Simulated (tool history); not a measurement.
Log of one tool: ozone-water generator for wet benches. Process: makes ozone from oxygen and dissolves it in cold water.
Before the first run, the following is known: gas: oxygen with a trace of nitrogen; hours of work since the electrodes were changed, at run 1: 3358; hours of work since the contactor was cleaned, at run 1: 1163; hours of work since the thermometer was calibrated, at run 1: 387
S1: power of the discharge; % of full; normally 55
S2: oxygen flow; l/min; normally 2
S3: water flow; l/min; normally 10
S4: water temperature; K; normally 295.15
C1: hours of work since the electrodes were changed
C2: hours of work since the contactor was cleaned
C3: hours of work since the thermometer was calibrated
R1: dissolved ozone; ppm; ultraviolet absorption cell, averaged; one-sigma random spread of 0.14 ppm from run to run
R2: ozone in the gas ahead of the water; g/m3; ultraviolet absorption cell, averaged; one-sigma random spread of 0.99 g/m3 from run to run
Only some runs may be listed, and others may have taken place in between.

run,day,S1,S2,S3,S4,C1,C2,C3,R1,R2
1,0,55,2,10,295.15,3358,1163,387,16.2,169
2,6.254,55,2,10,295.15,3490,1295,519,16.4,169.9
3,10.771,55,2,10,295.15,3585,1390,614,16.4,167.5
4,14.867,55,2,10,299.15,3672,1477,701,15.5,169.8
5,21.429,55,2,8,299.15,3810,1615,839,18.2,170.1
6,27.712,55,2,8,299.15,3943,1747,972,18.3,169.6
7,34.004,55,2,8,299.15,4075,1880,1104,18.3,168.6
8,38.442,55,2,8,299.15,4169,1974,1198,18.4,167.4
9,41.388,55,2,8,303.15,4231,2036,1260,17.1,169.6
10,45.75,55,1.37,8,303.15,4323,2128,1352,17.2,204.7
11,49.971,55,1.81,8,303.15,4412,2217,1441,17.1,176.1
12,54.779,55,2,11,295.15,4514,2318,1543,15,167.8
13,58.65,55,2,11,295.15,4595,2400,1624,15.1,167.6
14,62.25,55,2,11,295.15,4671,2476,1700,15,167.2
15,65.029,55,2,12,295.15,4730,2535,1759,13.5,166.8
16,70.479,55,2,12,295.15,4845,2650,1874,14.2,166
17,75.833,55,2,12,295.15,4958,2762,1987,13.5,165.6
18,80.046,56,2,10,292.15,5047,2851,2076,17.3,169.6
19,85.188,55,2.33,16,295.15,5155,2960,2184,10.8,152.9
# day 89.779: electrodes of the discharge changed
20,90.504,70,2.24,8,294.15,15,3067,2291,23.9,187.6
21,95.075,53,2,8,295.15,112,3163,2387,19,159.9
22,101.467,59,2,10,288.15,246,3298,2522,18.7,175.5
23,104.317,92,2.69,8,292.15,307,3358,2582,30.4,212.9
24,108.462,55,1.66,16,295.15,394,3445,2670,10.2,181.1
# day 113.217: gauge calibrated
25,113.692,55,1.66,16,295.15,504,3556,2780,9.7,186.6
# day 115.429: contactor cleaned
26,119.404,71,2.78,6,295.15,621,84,2897,28.1,174.8
27,124.762,55,3.6,10,295.15,734,197,3010,16.5,125
28,131.212,55,3.6,10,295.15,870,333,3146,16.1,123.9
29,136.929,55,1.98,7,295.15,991,453,3266,21.4,171.2
30,140.292,55,2,14,295.15,1062,524,3337,12,168.2
31,145.171,55,2,9,297.15,1165,627,3440,17.3,168.7
32,149.992,55,2,9,297.15,1266,729,3542,17.3,167.8
33,156.117,55,1.05,9,299.15,1396,858,3671,15.7,236.3
34,159.929,85,1.17,10,293.15,1476,939,3752,21.7,312.7

For each run, the measured value with the value that run would have given without the tool's hidden condition subtracted. The run-to-run variation is shared by both, the gauge scatter possibly not:
Hidden state at play: yield of the discharge, % of new electrodes'; contactor's efficiency, % of a clean one's; true water temperature over the reading, C; drift of the gauge itself on ozone_ppm, %; drift of the gauge itself on gas_g_m3, %.
run,R2
1,-0.1
2,-0.4
3,-0.6
4,-0.8
5,-1.1
6,-1.4
7,-1.6
8,-1.8
9,-2
10,-2.6
11,-2.5
12,-2.6
13,-2.7
14,-2.9
15,-3
16,-3.3
17,-3.5
18,-3.7
19,-3.6
20,-4.5
21,-4
22,-4.7
23,-5.9
24,-5.2
25,-0.1
26,-0.3
27,-0.4
28,-0.6
29,-1.1
30,-1.2
31,-1.4
32,-1.7
33,-2.8
34,-4
For R1, the value without the hidden state is never more than 0.1 ppm from the measured value.

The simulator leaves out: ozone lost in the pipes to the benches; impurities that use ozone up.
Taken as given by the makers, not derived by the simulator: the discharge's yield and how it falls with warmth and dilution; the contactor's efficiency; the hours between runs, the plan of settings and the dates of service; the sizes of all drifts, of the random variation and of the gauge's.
